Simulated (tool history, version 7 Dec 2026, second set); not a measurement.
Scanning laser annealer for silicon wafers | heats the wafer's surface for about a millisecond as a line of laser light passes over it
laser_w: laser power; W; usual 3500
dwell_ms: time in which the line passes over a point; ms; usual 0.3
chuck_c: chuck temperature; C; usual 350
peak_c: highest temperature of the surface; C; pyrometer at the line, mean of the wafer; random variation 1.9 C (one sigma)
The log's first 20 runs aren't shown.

run	hour	laser_w	dwell_ms	chuck_c	peak_c
21	1015.7	3526	0.244	325	1028
22	1046.9	3785	0.231	351	1082
# hour 1097.5: optics aligned, line set to its width
23	1097.5	2980	0.231	351	930
24	1138.2	3567	0.211	319	974
25	1190.8	3086	0.3	315	1000
26	1247.3	3596	0.214	350	1018
27	1298.2	3596	0.214	350	1017
28	1364.9	3232	0.3	346	1064
29	1411.9	3727	0.303	346	1177
30	1454	3727	0.303	346	1177
31	1500.8	3749	0.212	350	1042
32	1535.2	3353	0.377	350	1194
33	1576.9	3353	0.328	350	1132

Forecast each of these 4 alternatives for the next run:
A	1610.4	3353	0.328	349	?
B	1610.4	3648	0.3	350	?
C	1610.4	3500	0.3	348	?
D	1610.4	3500	0.221	350	?

run	peak_c
A	1130
B	1159
C	1120
D	1012
Without the tool's hidden state the same runs would have given:
run	peak_c
A	1131
B	1159
C	1120
D	1013
